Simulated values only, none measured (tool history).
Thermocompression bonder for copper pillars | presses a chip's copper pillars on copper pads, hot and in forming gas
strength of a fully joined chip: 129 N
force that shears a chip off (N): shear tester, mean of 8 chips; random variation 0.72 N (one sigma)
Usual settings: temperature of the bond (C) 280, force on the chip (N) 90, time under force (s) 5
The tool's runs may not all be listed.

run,hour,temperature of the bond (C),force on the chip (N),time under force (s),force that shears a chip off (N)
1,0.0,280,90,5,61.1
2,8.4,280,90,10,77.5
3,18.7,280,90,10,75.9
4,25.1,280,90,10,77.7
5,32.7,282,90,5,62.3
6,40.3,282,90,5,63.5
7,47.4,282,90,5,62.6
8,52.8,282,90,5,62.6
9,60.7,300,90,5,74.6
# hour 63.4: heater calibrated with a thermocouple chip
10,68.7,301,90,5,74.9
11,78.5,301,90,5,76.2
# hour 87.2: heater calibrated with a thermocouple chip, once more
12,89.3,301,83,3,57.3
13,96.7,301,83,3,58.7
14,106.6,301,123,7,91.8
15,114.5,301,123,7,90.9
16,124.3,301,123,7,90.4
17,130.1,280,90,4,55.2
# hour 138.7: forming gas filter changed
18,141.1,296,90,6,76.7
19,147.6,296,90,6,75.6
20,157.9,280,60,12,65.6

Forecast each of these 3 alternatives for the next run:
A,168.4,308,90,6,?
B,168.4,295,112,5,?
C,168.4,252,75,4,?

run,force that shears a chip off (N)
A,83.8
B,79.1
C,35.2
Without the tool's hidden state the same runs would have given:
run,force that shears a chip off (N)
A,82.4
B,77.6
C,34.1
